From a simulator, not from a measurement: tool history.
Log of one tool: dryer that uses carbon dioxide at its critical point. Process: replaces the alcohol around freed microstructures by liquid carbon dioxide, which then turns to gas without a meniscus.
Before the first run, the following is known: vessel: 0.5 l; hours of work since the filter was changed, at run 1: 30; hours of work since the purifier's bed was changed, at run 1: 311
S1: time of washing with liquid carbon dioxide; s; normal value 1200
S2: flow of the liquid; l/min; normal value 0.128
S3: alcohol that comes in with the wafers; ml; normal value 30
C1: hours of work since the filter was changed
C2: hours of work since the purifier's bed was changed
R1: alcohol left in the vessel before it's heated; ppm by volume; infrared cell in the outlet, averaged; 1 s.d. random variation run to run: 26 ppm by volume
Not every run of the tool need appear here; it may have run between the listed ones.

run   hour    S1     S2   S3   C1   C2     R1
  1    0.0  1200  0.128   30   30  311   1947
  2   10.5  1200  0.128   30   36  317   1982
  3   17.3  1200  0.128   30   39  321   1987
  4   28.9  1200  0.128   30   46  327   1960
  5   42.3  1200  0.128   79   54  335   4975
  6   54.0  1200  0.128   79   60  342   5288
  7   60.7  1200  0.128   79   64  345   5199
  8   75.2  1200  0.128   21   73  354   1501
  9   86.9  1200  0.128   21   79  360   1492
 10  100.0  1200  0.128   21   87  368   1542
 11  115.3  1200  0.128   21   95  377   1526
 12  126.6  1200  0.128   21  102  383   1558
 13  141.2  1200  0.128   30  110  391   2234
 14  149.5  1800  0.128   30  115  396    561
 15  159.2  1140  0.128   30  120  402   2652
 16  166.6  1140  0.128   30  125  406   2663
 17  173.6  1140  0.128   30  129  410   2699
 18  187.8  1140  0.128   30  137  418   2739
 19  199.1  1800  0.128   30  143  424    590
 20  206.5  1200  0.128   30  147  429   2408
 21  213.9  1320  0.128   30  152  433   1759
 22  221.1  1320  0.128   30  156  437   1771
 23  232.3  1320  0.128   30  162  443   1810
 24  247.5  1320  0.128   30  171  452   1848
 25  259.3  1320  0.128   50  178  459   2974
 26  274.4  1320  0.128   50  186  467   2955
 27  282.1  1320  0.128   50  191  472   3022
 28  291.7   900  0.179   50  196  477   3381
 29  305.8   900  0.179   43  204  485   3033
 30  317.2  1080  0.136   43  211  492   4198
 31  329.5  1080  0.077   43  218  499  16196
 32  339.5  1020  0.174  107  223  505   5364
 33  346.5  1920  0.128   30  227  509    573
 34  353.3  1320  0.174   99  231  513   1826
     355.3  -- inlet filter changed
 35  364.9  1320  0.174   99    6  519   1117
 36  374.2  1320  0.174   99   11  524   1065
 37  389.8  1320  0.174   99   20  533   1111
 38  398.6  1200  0.128   27   25  538   1767
 39  413.4  1200  0.147   33   33  546   1333
 40  428.1  1200  0.147   33   42  555   1368
 41  441.3  1200  0.111   33   49  562   3463
 42  451.0   900  0.128   49   55  568   7557
 43  458.5  1200  0.174   27   59  572    686
 44  469.2  1740  0.089   30   65  578   2165
 45  476.4  1260  0.156   75   69  582   1946
 46  490.3  1260  0.156   75   77  590   2027
 47  504.4  1740  0.138   23   85  598    436

4 ways to go on from here, each from the tool as it stands after run 47. What would each give?
  A  516.7  1620  0.098  119  92  605   ?
  B  516.7  1140  0.138  107  92  605   ?
  C  516.7  1020  0.088  109  92  605   ?
  D  516.7  1740  0.138  102  92  605   ?

run     R1
  A   7609
  B   6868
  C  31037
  D   1190
Stripped of hidden state, with their random variation kept, the same runs would have yielded:
run     R1
  A   6190
  B   5558
  C  27906
  D    732
